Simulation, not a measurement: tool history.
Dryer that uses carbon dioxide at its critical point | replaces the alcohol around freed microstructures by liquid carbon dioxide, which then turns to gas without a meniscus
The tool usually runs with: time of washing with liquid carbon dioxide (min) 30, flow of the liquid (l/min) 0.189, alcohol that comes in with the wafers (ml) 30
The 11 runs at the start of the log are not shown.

run,hour,time of washing with liquid carbon dioxide (min),flow of the liquid (l/min),alcohol that comes in with the wafers (ml),alcohol left in the vessel before it's heated (ppm by volume)
12,333.9,30,0.189,30,251
13,367.6,30,0.189,30,263
14,404.3,30,0.189,34,317
15,442.1,30,0.189,34,334
16,469.9,30,0.189,30,313
# hour 494.8: inlet filter changed
17,510.5,30,0.189,30,200
18,530,30,0.189,30,219
19,572.3,30,0.189,116,706
20,598.5,30,0.189,116,713
21,639.4,30,0.18,116,1028
22,663.3,30,0.18,116,1039
23,692.3,30,0.18,116,1068
24,725.3,30,0.18,116,1209

For run 25, what comes out?
25,765.7,27,0.208,23,?

For run 25 the tool returned alcohol left in the vessel before it's heated (ppm by volume) 280.
Take away the tool's hidden state, keep the run-to-run variation as it was, and the same run would have given alcohol left in the vessel before it's heated (ppm by volume) 114.
